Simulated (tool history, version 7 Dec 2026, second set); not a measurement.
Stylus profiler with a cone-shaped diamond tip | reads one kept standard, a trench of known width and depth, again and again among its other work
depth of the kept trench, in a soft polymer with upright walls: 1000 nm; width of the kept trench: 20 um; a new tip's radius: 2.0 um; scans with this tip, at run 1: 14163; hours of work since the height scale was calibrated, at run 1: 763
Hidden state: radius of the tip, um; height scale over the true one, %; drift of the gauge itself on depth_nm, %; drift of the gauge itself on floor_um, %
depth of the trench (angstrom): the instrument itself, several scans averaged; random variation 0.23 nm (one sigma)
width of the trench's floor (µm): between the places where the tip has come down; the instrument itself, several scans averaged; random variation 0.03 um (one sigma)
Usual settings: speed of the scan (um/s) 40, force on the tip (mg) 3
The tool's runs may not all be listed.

| run | hour | speed of the scan (um/s) | force on the tip (mg) | scans with this tip | hours of work since the height scale was calibrated | depth of the trench (angstrom) | width of the trench's floor (µm) |
|---|---|---|---|---|---|---|---|
| 1 | 0 | 40 | 3 | 14163 | 763 | 10118.8 | 13.42 |
| 2 | 85.8 | 40 | 1.43 | 14530 | 805 | 10090 | 13.31 |
| 3 | 167.2 | 44 | 3 | 14879 | 846 | 10121 | 13.3 |
|  | 211.1 | height scale calibrated on a step standard |
| 4 | 215.1 | 40 | 3 | 15082 | 2 | 10085.9 | 13.29 |
| 5 | 257.8 | 40 | 3 | 15265 | 23 | 10079.6 | 13.24 |
| 6 | 308.2 | 40 | 3 | 15480 | 48 | 10081.8 | 13.22 |
| 7 | 365.3 | 40 | 3 | 15725 | 77 | 10085.8 | 13.21 |
| 8 | 424.3 | 40 | 5.85 | 15977 | 106 | 10129.2 | 13.22 |
| 9 | 501.5 | 40 | 5.85 | 16308 | 144 | 10134.3 | 13.12 |
| 10 | 548.9 | 40 | 5.85 | 16511 | 168 | 10135.9 | 13.17 |
| 11 | 598.3 | 40 | 3 | 16722 | 192 | 10091 | 12.96 |
| 12 | 681.7 | 36 | 3 | 17079 | 234 | 10094.5 | 13 |
| 13 | 745.9 | 36 | 3 | 17354 | 266 | 10091.6 | 13 |
| 14 | 820.4 | 36 | 3 | 17673 | 303 | 10096 | 12.93 |
| 15 | 893.5 | 36 | 3 | 17986 | 339 | 10100.2 | 12.87 |
| 16 | 981.1 | 34 | 3 | 18361 | 382 | 10097.4 | 12.87 |
|  | 1041.8 | new tip fitted, height scale calibrated |
| 17 | 1051.2 | 40 | 3 | 40 | 5 | 10075.1 | 16.25 |
| 18 | 1095.4 | 107 | 3 | 229 | 27 | 10078.1 | 16 |
| 19 | 1155.2 | 40 | 3 | 485 | 56 | 10078.7 | 16.16 |
| 20 | 1201.2 | 40 | 3 | 682 | 79 | 10080.1 | 16.14 |
| 21 | 1254.5 | 39 | 3 | 910 | 106 | 10083.3 | 16.07 |
| 22 | 1329.4 | 32 | 3 | 1231 | 143 | 10082.1 | 16.03 |
| 23 | 1400.4 | 19 | 3 | 1535 | 178 | 10086.8 | 16 |
| 24 | 1447.6 | 11 | 1.14 | 1737 | 202 | 10051.2 | 15.88 |
| 25 | 1488.2 | 28 | 1.28 | 1911 | 222 | 10054.9 | 15.83 |
| 26 | 1574.9 | 127 | 3.95 | 2282 | 265 | 10105.9 | 15.5 |
| 27 | 1619.4 | 127 | 3.95 | 2473 | 287 | 10104.4 | 15.44 |
| 28 | 1696.2 | 40 | 1.48 | 2802 | 325 | 10059.5 | 15.51 |
| 29 | 1761.7 | 114 | 3.95 | 3082 | 358 | 10105.6 | 15.3 |
| 30 | 1820.1 | 114 | 3.95 | 3332 | 386 | 10109.9 | 15.28 |
| 31 | 1883.6 | 114 | 3.95 | 3604 | 418 | 10111.1 | 15.19 |
| 32 | 1947.8 | 114 | 3.95 | 3879 | 450 | 10114.7 | 15.13 |
| 33 | 2013 | 114 | 3.95 | 4158 | 482 | 10114.1 | 15.06 |
| 34 | 2087.7 | 138 | 1.62 | 4478 | 519 | 10072.4 | 14.64 |
| 35 | 2126.9 | 138 | 1.62 | 4646 | 539 | 10076.5 | 14.62 |
| 36 | 2205.3 | 17 | 5.09 | 4981 | 578 | 10134 | 15.18 |
| 37 | 2282.8 | 48 | 6.21 | 5313 | 616 | 10154.3 | 15.07 |
| 38 | 2331.4 | 26 | 1.55 | 5521 | 640 | 10081 | 14.95 |
| 39 | 2403.7 | 40 | 1.5 | 5831 | 676 | 10079.2 | 14.87 |
| 40 | 2446.7 | 40 | 1.5 | 6015 | 698 | 10078.9 | 14.8 |
| 41 | 2522.2 | 39 | 1.45 | 6338 | 735 | 10081.4 | 14.75 |
| 42 | 2570.2 | 20 | 1.13 | 6543 | 759 | 10076.2 | 14.8 |
| 43 | 2609.7 | 42 | 3.73 | 6713 | 779 | 10126.2 | 14.79 |
| 44 | 2691.9 | 92 | 1.33 | 7065 | 819 | 10086.5 | 14.3 |
| 45 | 2769.7 | 40 | 1.18 | 7398 | 858 | 10082.6 | 14.53 |

Some steps in depth of the trench (angstrom) between neighbouring runs. How much of each would the tool show without its hidden state too (settings, what came in, random variation), and how much is left for the hidden state, with any gauge scatter that isn't in both results?
Run 2 -> 3: speed of the scan (um/s) 40 -> 44, force on the tip (mg) 1.43 -> 3. depth of the trench (angstrom) +31: hidden state +2.1, all else +28.9.
Run 3 -> 4: speed of the scan (um/s) 44 -> 40, height scale calibrated on a step standard. depth of the trench (angstrom) -35.1: hidden state -40, all else +4.9.
Run 16 -> 17: speed of the scan (um/s) 34 -> 40, new tip fitted, height scale calibrated. depth of the trench (angstrom) -22.3: hidden state -22.8, all else +0.5.
Run 25 -> 26: speed of the scan (um/s) 28 -> 127, force on the tip (mg) 1.28 -> 3.95. depth of the trench (angstrom) +51: hidden state +2, all else +49.
Run 35 -> 36: speed of the scan (um/s) 138 -> 17, force on the tip (mg) 1.62 -> 5.09. depth of the trench (angstrom) +57.5: hidden state +1.9, all else +55.6.
Run 37 -> 38: speed of the scan (um/s) 48 -> 26, force on the tip (mg) 6.21 -> 1.55. depth of the trench (angstrom) -73.3: hidden state +1, all else -74.3.
